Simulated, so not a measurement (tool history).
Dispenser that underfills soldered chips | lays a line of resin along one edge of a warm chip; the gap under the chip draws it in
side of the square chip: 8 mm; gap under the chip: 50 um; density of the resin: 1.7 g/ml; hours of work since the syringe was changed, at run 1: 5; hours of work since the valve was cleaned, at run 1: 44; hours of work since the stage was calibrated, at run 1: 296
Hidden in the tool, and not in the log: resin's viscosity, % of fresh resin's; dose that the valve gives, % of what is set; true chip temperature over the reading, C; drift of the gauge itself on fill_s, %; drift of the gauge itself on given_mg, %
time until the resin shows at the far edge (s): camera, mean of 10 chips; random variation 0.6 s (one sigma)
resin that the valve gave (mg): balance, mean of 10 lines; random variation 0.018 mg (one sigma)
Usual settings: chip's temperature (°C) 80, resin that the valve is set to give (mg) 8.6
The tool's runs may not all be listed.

run    day  chip's temperature (°C)  resin that the valve is set to give (mg)  hours of work since the syringe was changed  hours of work since the valve was cleaned  hours of work since the stage was calibrated  time until the resin shows at the far edge (s)  resin that the valve gave (mg)
  1      0                       80                                       8.6                                            5                                         44                                           296                                            72.8                            8.44
     0.042  -- new syringe of resin
     0.404  -- new syringe of resin
  2  0.546                       80                                       8.6                                            3                                         54                                           306                                              60                            8.39
     0.771  -- new syringe of resin
  3  0.908                       80                                       8.6                                            3                                         60                                           313                                            57.6                            8.37
     1.104  -- new syringe of resin
     1.454  -- dispensing valve cleaned and set on the balance
       1.5  -- new syringe of resin
  4  1.571                       79                                       8.6                                            1                                          2                                           324                                              57                            8.59
     1.846  -- new syringe of resin
  5  1.888                       79                                       8.6                                            1                                          8                                           330                                            51.4                            8.58
     2.204  -- new syringe of resin
  6  2.246                       79                                       8.6                                            1                                         14                                           336                                            52.7                            8.57
     2.562  -- new syringe of resin
  7  2.783                       79                                       8.6                                            4                                         24                                           346                                            70.7                            8.57
       2.9  -- new syringe of resin
  8  3.112                       80                                       8.6                                            4                                         30                                           352                                              66                            8.49
     3.233  -- new syringe of resin
     3.567  -- new syringe of resin
  9  3.717                       80                                       8.6                                            3                                         41                                           363                                            58.8                            8.44
     3.917  -- new syringe of resin
 10  4.162                       80                                      9.73                                            5                                         50                                           372                                            66.9                            9.59
     4.271  -- new syringe of resin
 11  4.575                       84                                     10.23                                            6                                         57                                           379                                            61.9                            9.99
     4.625  -- new syringe of resin
     4.962  -- new syringe of resin
 12  5.212                       84                                     10.23                                            5                                         69                                           391                                            56.6                            9.97
     5.296  -- new syringe of resin
     5.338  -- dispensing valve cleaned and set on the balance
     5.667  -- new syringe of resin
 13  5.692                       76                                     10.74                                            1                                          7                                           399                                            57.4                           10.68
     6.021  -- new syringe of resin
 14   6.05                       88                                      8.72                                            1                                         13                                           405                                            34.3                            8.67
     6.392  -- new syringe of resin
 15  6.667                       92                                       8.7                                            5                                         25                                           417                                            40.5                            8.62
     6.721  -- new syringe of resin
     7.079  -- new syringe of resin
 16  7.088                       93                                      8.46                                            0                                         32                                           424                                            24.8                            8.35
     7.429  -- new syringe of resin
 17  7.642                       80                                     10.08                                            4                                         42                                           435                                              63                             9.9
     7.783  -- new syringe of resin
 18  7.938                       76                                      8.24                                            3                                         48                                           440                                            69.4                            8.09
     8.138  -- new syringe of resin
 19  8.362                       94                                      7.89                                            4                                         56                                           448                                            35.1                            7.74

Forecast each of these 3 alternatives for the next run:
     8.488  -- new syringe of resin
  A  8.762                       71                                      7.89                                            5                                         63                                           455                                               ?                               ?
     8.488  -- new syringe of resin
  B  8.762                       84                                      7.88                                            5                                         63                                           455                                               ?                               ?
     8.488  -- new syringe of resin
  C  8.762                       70                                      7.78                                            5                                         63                                           455                                               ?                               ?

run  time until the resin shows at the far edge (s)  resin that the valve gave (mg)
  A                                           112.6                            7.69
  B                                            58.8                             7.7
  C                                           116.6                            7.55
Without the tool's hidden state the same runs would have given:
run  time until the resin shows at the far edge (s)  resin that the valve gave (mg)
  A                                            82.4                            7.89
  B                                            42.4                             7.9
  C                                            85.3                            7.75

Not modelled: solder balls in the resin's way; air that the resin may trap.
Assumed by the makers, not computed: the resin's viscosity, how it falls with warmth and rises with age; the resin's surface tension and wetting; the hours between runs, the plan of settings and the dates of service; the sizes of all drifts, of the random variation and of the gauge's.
